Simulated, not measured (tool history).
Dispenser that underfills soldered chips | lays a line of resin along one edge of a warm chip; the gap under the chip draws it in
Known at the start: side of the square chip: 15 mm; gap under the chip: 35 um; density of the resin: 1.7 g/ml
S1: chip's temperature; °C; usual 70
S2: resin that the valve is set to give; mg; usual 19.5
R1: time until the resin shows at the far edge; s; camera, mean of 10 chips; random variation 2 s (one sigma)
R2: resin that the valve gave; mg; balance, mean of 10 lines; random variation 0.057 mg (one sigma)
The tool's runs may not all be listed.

{"run": 1, "hour": 0.0, "S1": 70, "S2": 19.5, "R1": 292.2, "R2": 19.01}
{"hour": 3.4, "done": "dispensing valve cleaned and set on the balance"}
{"hour": 5.0, "done": "new syringe of resin"}
{"hour": 15.9, "done": "new syringe of resin"}
{"run": 2, "hour": 15.9, "S1": 70, "S2": 19.5, "R1": 191.1, "R2": 19.44}
{"hour": 27.1, "done": "new syringe of resin"}
{"run": 3, "hour": 30.0, "S1": 70, "S2": 19.5, "R1": 227.5, "R2": 19.37}
{"hour": 38.2, "done": "new syringe of resin"}
{"run": 4, "hour": 44.2, "S1": 70, "S2": 19.5, "R1": 264.2, "R2": 19.23}
{"hour": 49.6, "done": "new syringe of resin"}
{"run": 5, "hour": 58.1, "S1": 70, "S2": 19.5, "R1": 312.8, "R2": 19.26}
{"hour": 61.0, "done": "new syringe of resin"}
{"run": 6, "hour": 69.9, "S1": 70, "S2": 17.4, "R1": 324.2, "R2": 17.06}
{"hour": 72.2, "done": "new syringe of resin"}
{"hour": 83.8, "done": "new syringe of resin"}
{"run": 7, "hour": 86.5, "S1": 70, "S2": 17.4, "R1": 234.0, "R2": 17.01}
{"hour": 92.0, "done": "dispensing valve cleaned and set on the balance"}
{"hour": 96.6, "done": "new syringe of resin"}
{"run": 8, "hour": 101.4, "S1": 79, "S2": 19.5, "R1": 181.9, "R2": 19.41}
{"hour": 107.5, "done": "new syringe of resin"}
{"run": 9, "hour": 110.7, "S1": 79, "S2": 19.5, "R1": 170.6, "R2": 19.36}
{"hour": 118.6, "done": "new syringe of resin"}
{"run": 10, "hour": 123.8, "S1": 70, "S2": 19.5, "R1": 257.5, "R2": 19.35}
{"hour": 130.5, "done": "new syringe of resin"}
{"run": 11, "hour": 132.6, "S1": 62, "S2": 19.5, "R1": 289.5, "R2": 19.31}
{"hour": 142.0, "done": "new syringe of resin"}
{"run": 12, "hour": 147.0, "S1": 70, "S2": 21.8, "R1": 249.7, "R2": 21.36}
{"hour": 153.8, "done": "new syringe of resin"}
{"run": 13, "hour": 158.2, "S1": 70, "S2": 21.8, "R1": 239.2, "R2": 21.35}
{"hour": 165.1, "done": "new syringe of resin"}
{"run": 14, "hour": 173.8, "S1": 70, "S2": 21.8, "R1": 303.6, "R2": 21.14}
{"hour": 177.0, "done": "new syringe of resin"}
{"hour": 181.8, "done": "dispensing valve cleaned and set on the balance"}
{"hour": 189.3, "done": "new syringe of resin"}
{"run": 15, "hour": 190.7, "S1": 70, "S2": 21.8, "R1": 207.0, "R2": 21.73}
{"hour": 201.1, "done": "new syringe of resin"}
{"run": 16, "hour": 205.6, "S1": 70, "S2": 21.8, "R1": 240.2, "R2": 21.7}
{"hour": 212.5, "done": "new syringe of resin"}
{"run": 17, "hour": 222.1, "S1": 70, "S2": 19.5, "R1": 316.3, "R2": 19.31}
{"hour": 224.1, "done": "new syringe of resin"}
{"hour": 235.6, "done": "new syringe of resin"}
{"run": 18, "hour": 235.8, "S1": 70, "S2": 19.5, "R1": 200.2, "R2": 19.17}
{"hour": 247.1, "done": "new syringe of resin"}
{"run": 19, "hour": 248.1, "S1": 76, "S2": 20.6, "R1": 167.0, "R2": 20.21}
{"hour": 258.9, "done": "new syringe of resin"}
{"run": 20, "hour": 263.9, "S1": 72, "S2": 22.7, "R1": 232.3, "R2": 22.09}
{"hour": 270.0, "done": "dispensing valve cleaned and set on the balance"}
{"hour": 271.6, "done": "new syringe of resin"}
{"run": 21, "hour": 276.3, "S1": 72, "S2": 22.7, "R1": 230.6, "R2": 22.66}
{"hour": 282.5, "done": "new syringe of resin"}
{"run": 22, "hour": 284.1, "S1": 69, "S2": 21.6, "R1": 207.0, "R2": 21.44}
{"hour": 294.2, "done": "new syringe of resin"}
{"run": 23, "hour": 295.5, "S1": 83, "S2": 17.3, "R1": 136.8, "R2": 17.22}

Forecast run 24:
{"hour": 305.7, "done": "new syringe of resin"}
{"run": 24, "hour": 310.9, "S1": 83, "S2": 18.2, "R1": "?", "R2": "?"}

R1: 168.2 s
R2: 17.98 mg
Without the tool's hidden state the same run would have given R1 131.2 s, R2 18.21 mg.
